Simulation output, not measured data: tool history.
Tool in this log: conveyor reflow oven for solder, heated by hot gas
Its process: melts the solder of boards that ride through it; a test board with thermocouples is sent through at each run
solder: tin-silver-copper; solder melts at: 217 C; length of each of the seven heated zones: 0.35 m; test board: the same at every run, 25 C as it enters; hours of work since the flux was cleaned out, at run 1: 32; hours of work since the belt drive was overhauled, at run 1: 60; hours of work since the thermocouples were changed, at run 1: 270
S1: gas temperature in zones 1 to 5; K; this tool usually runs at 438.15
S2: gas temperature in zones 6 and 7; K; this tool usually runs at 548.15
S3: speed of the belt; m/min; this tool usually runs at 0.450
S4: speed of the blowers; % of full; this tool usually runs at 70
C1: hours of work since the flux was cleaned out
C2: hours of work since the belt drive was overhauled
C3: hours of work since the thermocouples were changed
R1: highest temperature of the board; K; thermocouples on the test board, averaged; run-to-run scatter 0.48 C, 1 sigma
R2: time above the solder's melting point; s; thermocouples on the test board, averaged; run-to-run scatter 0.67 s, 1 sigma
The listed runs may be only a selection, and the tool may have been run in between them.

run   hour      S1      S2     S3  S4   C1   C2   C3      R1    R2
  1    0.0  438.15  548.15  0.450  70   32   60  270  538.75  77.4
  2    9.7  438.15  548.15  0.450  61   39   67  277  537.15  76.9
  3   17.7  438.15  548.15  0.450  61   45   72  282  536.85  76.7
  4   28.0  438.15  548.15  0.406  61   52   79  290  540.55  87.0
  5   37.5  438.15  548.15  0.406  61   59   86  296  540.35  87.9
  6   42.3  438.15  548.15  0.406  61   62   90  300  539.65  88.0
  7   48.6  438.15  548.15  0.406  61   66   94  304  539.55  87.5
  8   59.4  438.15  548.15  0.406  79   74  102  312  541.75  90.5
  9   67.7  438.15  548.15  0.406  79   80  108  318  542.25  88.7
 10   78.4  438.15  548.15  0.406  79   88  115  325  542.15  90.5
 11   84.2  438.15  548.15  0.406  79   92  119  329  541.95  90.5
 12   90.2  438.15  548.15  0.450  70   96  123  334  537.65  77.6
 13   98.3  438.15  548.15  0.450  70  102  129  339  538.75  77.2
 14  104.6  435.15  548.15  0.530  70  106  134  344  533.05  59.8
 15  112.8  438.15  548.15  0.450  87  112  139  350  539.75  80.7
 16  123.0  438.15  548.15  0.450  87  119  147  357  540.95  79.5
 17  129.5  438.15  537.15  0.450  87  124  151  362  528.85  72.8
 18  137.2  444.15  537.15  0.425  75  129  157  367  529.75  80.0
 19  147.3  444.15  537.15  0.361  58  136  164  374  533.25  96.1
 20  155.5  444.15  537.15  0.361  58  142  170  380  531.45  96.5
 21  161.9  444.15  537.15  0.361  58  147  174  384  532.25  95.9
 22  171.0  444.15  537.15  0.361  58  153  181  391  532.15  97.0
 23  177.7  444.15  561.15  0.519  81  158  185  396  547.95  73.6
 24  183.8  444.15  561.15  0.519  81  162  190  400  548.15  72.8

Measured minus without-hidden-state, run by run (identical run-to-run variation in each term; gauge scatter may differ):
The tool's hidden condition here consists of: heat that the gas passes to the board, % of a clean oven's; belt's true speed, % of the reading; true gas temperature in zones 6 and 7 over the reading, C; drift of the gauge itself on peak_c, C; drift of the gauge itself on liquid_s, %.
run     R1    R2
  1  +1.30  +0.9
  2  +1.30  +1.0
  3  +1.30  +1.1
  4  +1.40  +1.1
  5  +1.40  +1.1
  6  +1.40  +1.1
  7  +1.50  +1.1
  8  +1.50  +1.1
  9  +1.50  +1.1
 10  +1.50  +1.1
 11  +1.50  +1.2
 12  +1.40  +1.2
 13  +1.40  +1.1
 14  +1.40  +1.1
 15  +1.40  +1.1
 16  +1.50  +1.1
 17  +1.50  +1.3
 18  +1.60  +1.4
 19  +1.70  +1.6
 20  +1.60  +1.7
 21  +1.70  +1.7
 22  +1.70  +1.7
 23  +1.50  +1.1
 24  +1.40  +1.1
